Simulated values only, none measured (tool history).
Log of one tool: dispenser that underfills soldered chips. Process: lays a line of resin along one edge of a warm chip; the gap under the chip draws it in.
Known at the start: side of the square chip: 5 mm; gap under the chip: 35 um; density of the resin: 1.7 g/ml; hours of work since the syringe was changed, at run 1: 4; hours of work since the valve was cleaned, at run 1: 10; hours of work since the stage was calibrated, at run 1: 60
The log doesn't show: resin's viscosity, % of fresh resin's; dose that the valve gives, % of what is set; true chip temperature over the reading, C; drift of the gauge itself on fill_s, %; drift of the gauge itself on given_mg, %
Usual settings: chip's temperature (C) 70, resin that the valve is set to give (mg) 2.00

run,hour,chip's temperature (C),resin that the valve is set to give (mg),hours of work since the syringe was changed,hours of work since the valve was cleaned,hours of work since the stage was calibrated,time until the resin shows at the far edge (s),resin that the valve gave (mg)
1,0.0,70,2.00,4,10,60,19.0,1.979
# hour 6.3: new syringe of resin
2,7.8,70,2.00,1,15,65,15.2,1.965
3,15.2,55,2.00,6,20,70,36.9,1.950
# hour 18.3: new syringe of resin
4,23.3,55,2.00,3,25,76,29.9,1.942
# hour 29.8: new syringe of resin
5,31.5,55,2.00,1,31,81,25.9,1.931
6,36.4,55,2.00,4,34,85,32.8,1.930
# hour 41.7: new syringe of resin
7,46.7,55,2.00,3,41,91,30.5,1.919
# hour 53.8: new syringe of resin
8,54.7,55,2.00,1,46,97,25.5,1.912
9,65.0,68,2.30,8,53,104,27.2,2.186
# hour 66.0: new syringe of resin
10,71.0,84,2.06,3,57,108,12.3,1.954
# hour 77.8: new syringe of resin
11,80.9,84,2.06,2,64,114,10.7,1.933
12,88.8,84,2.06,8,69,120,16.5,1.910
# hour 90.0: new syringe of resin
13,98.8,84,2.06,6,76,126,15.2,1.913
# hour 101.8: new syringe of resin
14,104.3,67,2.06,2,80,130,17.5,1.909
# hour 107.4: dispensing valve cleaned and set on the balance
15,112.7,67,1.75,7,4,135,26.5,1.760

Hidden state at the last listed run before each entry between runs and at the first one after, where it differs:
Between runs 1 and 2: new syringe of resin (hour 6.3)
  resin's viscosity, % of fresh resin's: 137.1 -> 108.3; dose that the valve gives, % of what is set: 98.83 -> 98.37; true chip temperature over the reading, C: 0.3 -> 0.33
  measured less the result without the state, time until the resin shows at the far edge (s): +5.2 -> +1.1; resin that the valve gave (mg): -0.024 -> -0.033
Between runs 3 and 4: new syringe of resin (hour 18.3)
  resin's viscosity, % of fresh resin's: 158.7 -> 128; dose that the valve gives, % of what is set: 97.9 -> 97.44; true chip temperature over the reading, C: 0.35 -> 0.38
  measured less the result without the state, time until the resin shows at the far edge (s): +13.6 -> +6.5; resin that the valve gave (mg): -0.041 -> -0.052
Between runs 4 and 5: new syringe of resin (hour 29.8)
  resin's viscosity, % of fresh resin's: 128 -> 108.7; dose that the valve gives, % of what is set: 97.44 -> 96.93; true chip temperature over the reading, C: 0.38 -> 0.41
  measured less the result without the state, time until the resin shows at the far edge (s): +6.5 -> +1.9; resin that the valve gave (mg): -0.052 -> -0.061
Between runs 6 and 7: new syringe of resin (hour 41.7)
  resin's viscosity, % of fresh resin's: 139.7 -> 129.7; dose that the valve gives, % of what is set: 96.62 -> 96.04; true chip temperature over the reading, C: 0.43 -> 0.47
  measured less the result without the state, time until the resin shows at the far edge (s): +9.3 -> +6.9; resin that the valve gave (mg): -0.068 -> -0.080
Between runs 7 and 8: new syringe of resin (hour 53.8)
  resin's viscosity, % of fresh resin's: 129.7 -> 106.8; dose that the valve gives, % of what is set: 96.04 -> 95.51; true chip temperature over the reading, C: 0.47 -> 0.49
  measured less the result without the state, time until the resin shows at the far edge (s): +6.9 -> +1.5; resin that the valve gave (mg): -0.080 -> -0.090
Between runs 9 and 10: new syringe of resin (hour 66.0)
  resin's viscosity, % of fresh resin's: 180.8 -> 128.7; dose that the valve gives, % of what is set: 94.91 -> 94.56; true chip temperature over the reading, C: 0.53 -> 0.55
  measured less the result without the state, time until the resin shows at the far edge (s): +11.9 -> +2.7; resin that the valve gave (mg): -0.117 -> -0.112
Between runs 10 and 11: new syringe of resin (hour 77.8)
  resin's viscosity, % of fresh resin's: 128.7 -> 117.8; dose that the valve gives, % of what is set: 94.56 -> 93.97; true chip temperature over the reading, C: 0.55 -> 0.59
  measured less the result without the state, time until the resin shows at the far edge (s): +2.7 -> +1.6; resin that the valve gave (mg): -0.112 -> -0.124
Between runs 12 and 13: new syringe of resin (hour 90.0)
  resin's viscosity, % of fresh resin's: 177.5 -> 156.3; dose that the valve gives, % of what is set: 93.46 -> 92.92; true chip temperature over the reading, C: 0.62 -> 0.65
  measured less the result without the state, time until the resin shows at the far edge (s): +7.3 -> +5.3; resin that the valve gave (mg): -0.135 -> -0.146
Between runs 13 and 14: new syringe of resin (hour 101.8)
  resin's viscosity, % of fresh resin's: 156.3 -> 114.2; dose that the valve gives, % of what is set: 92.92 -> 92.63; true chip temperature over the reading, C: 0.65 -> 0.67
  measured less the result without the state, time until the resin shows at the far edge (s): +5.3 -> +2.2; resin that the valve gave (mg): -0.146 -> -0.152
Between runs 14 and 15: dispensing valve cleaned and set on the balance (hour 107.4)
  resin's viscosity, % of fresh resin's: 114.2 -> 166.5; dose that the valve gives, % of what is set: 92.63 -> 99.89; true chip temperature over the reading, C: 0.67 -> 0.7
  measured less the result without the state, time until the resin shows at the far edge (s): +2.2 -> +10.3; resin that the valve gave (mg): -0.152 -> -0.002

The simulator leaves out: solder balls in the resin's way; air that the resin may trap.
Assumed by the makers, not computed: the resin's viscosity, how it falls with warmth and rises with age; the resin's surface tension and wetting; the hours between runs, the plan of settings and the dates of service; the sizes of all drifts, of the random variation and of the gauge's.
